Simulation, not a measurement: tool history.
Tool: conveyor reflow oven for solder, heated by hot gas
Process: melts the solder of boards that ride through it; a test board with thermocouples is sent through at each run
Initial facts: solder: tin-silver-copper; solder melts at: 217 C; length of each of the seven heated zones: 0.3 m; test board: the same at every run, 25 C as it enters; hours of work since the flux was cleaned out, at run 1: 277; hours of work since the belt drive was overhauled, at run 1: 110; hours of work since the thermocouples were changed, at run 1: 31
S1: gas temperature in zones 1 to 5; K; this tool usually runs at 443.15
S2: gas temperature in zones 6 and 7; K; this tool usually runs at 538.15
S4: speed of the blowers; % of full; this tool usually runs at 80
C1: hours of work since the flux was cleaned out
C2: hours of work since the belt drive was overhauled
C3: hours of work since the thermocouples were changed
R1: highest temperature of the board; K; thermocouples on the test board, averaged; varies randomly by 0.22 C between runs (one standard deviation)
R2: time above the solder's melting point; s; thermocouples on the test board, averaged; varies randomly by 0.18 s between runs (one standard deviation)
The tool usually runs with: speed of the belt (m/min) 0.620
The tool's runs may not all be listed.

Run 1, hour 0.0: usual settings; C1 277; C2 110; C3 31. Result: R1 520.95 K, R2 39.5 s.
Run 2, hour 9.4: usual settings but S4 65 % of full; C1 283; C2 116; C3 37. Result: R1 517.85 K, R2 36.9 s.
Run 3, hour 14.3: usual settings; C1 286; C2 119; C3 40. Result: R1 521.05 K, R2 39.5 s.
Run 4, hour 20.5: usual settings; C1 290; C2 123; C3 44. Result: R1 521.15 K, R2 39.6 s.
Run 5, hour 26.1: usual settings but S4 77 % of full; C1 294; C2 126; C3 48. Result: R1 520.35 K, R2 39.0 s.
Run 6, hour 34.5: usual settings but S4 77 % of full; C1 299; C2 132; C3 53. Result: R1 520.55 K, R2 39.1 s.
Run 7, hour 40.2: usual settings but speed of the belt (m/min) 0.736, S4 77 % of full; C1 303; C2 135; C3 57. Result: R1 513.55 K, R2 27.6 s.
Run 8, hour 45.1: usual settings but S1 453.15 K; C1 306; C2 139; C3 60. Result: R1 522.95 K, R2 43.6 s.
Run 9, hour 51.8: usual settings but S1 453.15 K; C1 310; C2 143; C3 64. Result: R1 523.15 K, R2 43.6 s.
Run 10, hour 59.1: usual settings but S1 453.15 K; C1 315; C2 148; C3 69. Result: R1 523.15 K, R2 43.2 s.
Run 11, hour 65.6: usual settings but S1 453.15 K; C1 319; C2 152; C3 73. Result: R1 522.95 K, R2 43.6 s.
Run 12, hour 72.6: usual settings but S1 444.15 K; C1 324; C2 156; C3 77. Result: R1 520.95 K, R2 39.6 s.
Run 13, hour 82.5: usual settings but S1 444.15 K; C1 330; C2 163; C3 84. Result: R1 520.75 K, R2 39.4 s.
Run 14, hour 92.0: usual settings but speed of the belt (m/min) 0.674; C1 336; C2 169; C3 90. Result: R1 517.95 K, R2 33.4 s.
Run 15, hour 100.0: usual settings but S2 531.15 K, speed of the belt (m/min) 0.674; C1 341; C2 174; C3 95. Result: R1 511.45 K, R2 29.7 s.
Run 16, hour 109.6: usual settings but S2 531.15 K, speed of the belt (m/min) 0.584; C1 347; C2 180; C3 101. Result: R1 516.75 K, R2 39.4 s.
Run 17, hour 116.6: usual settings but S2 546.15 K; C1 352; C2 184; C3 106. Result: R1 527.85 K, R2 43.3 s.
Run 18, hour 122.8: usual settings but S1 450.15 K, S2 537.15 K, S4 81 % of full; C1 356; C2 188; C3 110. Result: R1 520.95 K, R2 41.5 s.
Run 19, hour 129.5: usual settings but S1 450.15 K, S2 528.15 K, speed of the belt (m/min) 0.704, S4 81 % of full; C1 360; C2 193; C3 114. Result: R1 509.65 K, R2 28.2 s.
Run 20, hour 136.0: usual settings but S1 450.15 K, S2 553.15 K, speed of the belt (m/min) 0.562, S4 59 % of full; C1 364; C2 197; C3 118. Result: R1 533.65 K, R2 52.8 s.
At hour 149.1: flux residue cleaned out of gas plates and filters.
Run 21, hour 151.1: usual settings but S1 450.15 K, S2 553.15 K, speed of the belt (m/min) 0.681, S4 59 % of full; C1 1; C2 203; C3 125. Result: R1 529.25 K, R2 41.0 s.
Run 22, hour 156.9: usual settings but S1 432.15 K, S2 527.15 K, speed of the belt (m/min) 0.725, S4 52 % of full; C1 5; C2 207; C3 128. Result: R1 498.95 K, R2 11.8 s.
Run 23, hour 164.4: usual settings but S1 432.15 K, S2 527.15 K, speed of the belt (m/min) 0.725, S4 52 % of full; C1 10; C2 212; C3 133. Result: R1 498.95 K, R2 11.7 s.
Run 24, hour 169.1: usual settings but speed of the belt (m/min) 0.504, S4 71 % of full; C1 13; C2 215; C3 136. Result: R1 527.55 K, R2 55.4 s.
Run 25, hour 180.4: usual settings but speed of the belt (m/min) 0.504, S4 71 % of full; C1 20; C2 222; C3 143. Result: R1 527.75 K, R2 55.4 s.
Run 26, hour 188.6: usual settings but speed of the belt (m/min) 0.569, S4 89 % of full; C1 25; C2 228; C3 149. Result: R1 527.85 K, R2 49.0 s.
Run 27, hour 193.6: usual settings but S4 64 % of full; C1 29; C2 231; C3 152. Result: R1 520.35 K, R2 39.0 s.
Run 28, hour 198.9: usual settings but S1 432.15 K, S2 552.15 K, speed of the belt (m/min) 0.740, S4 83 % of full; C1 32; C2 234; C3 155. Result: R1 528.45 K, R2 33.9 s.
Run 29, hour 204.4: usual settings but S1 445.15 K, speed of the belt (m/min) 0.622; C1 36; C2 238; C3 159. Result: R1 524.05 K, R2 42.3 s.
Run 30, hour 212.5: usual settings but S1 445.15 K, speed of the belt (m/min) 0.622; C1 41; C2 243; C3 164. Result: R1 523.95 K, R2 42.4 s.
Run 31, hour 222.1: usual settings but S1 429.15 K, speed of the belt (m/min) 0.733, S4 51 % of full; C1 47; C2 249; C3 170. Result: R1 505.05 K, R2 17.1 s.
Run 32, hour 229.8: usual settings but S1 435.15 K, S2 539.15 K, speed of the belt (m/min) 0.509; C1 52; C2 254; C3 175. Result: R1 529.25 K, R2 53.6 s.

3 ways to go on from here, each from the tool as it stands after run 32. What would each give?
Run A, hour 240.6: usual settings but S1 439.15 K, S2 543.15 K, speed of the belt (m/min) 0.509; C1 59; C2 261; C3 182. Result: R1 ?, R2 ?.
Run B, hour 240.6: usual settings but S1 454.15 K, speed of the belt (m/min) 0.648, S4 52 % of full; C1 59; C2 261; C3 182. Result: R1 ?, R2 ?.
Run C, hour 240.6: usual settings but speed of the belt (m/min) 0.543; C1 59; C2 261; C3 182. Result: R1 ?, R2 ?.

run      R1    R2
  A  532.95  56.8
  B  517.25  37.3
  C  527.55  50.8
With no hidden state in the tool, these same runs would have given:
run      R1    R2
  A  532.85  56.7
  B  517.15  37.3
  C  527.45  50.7
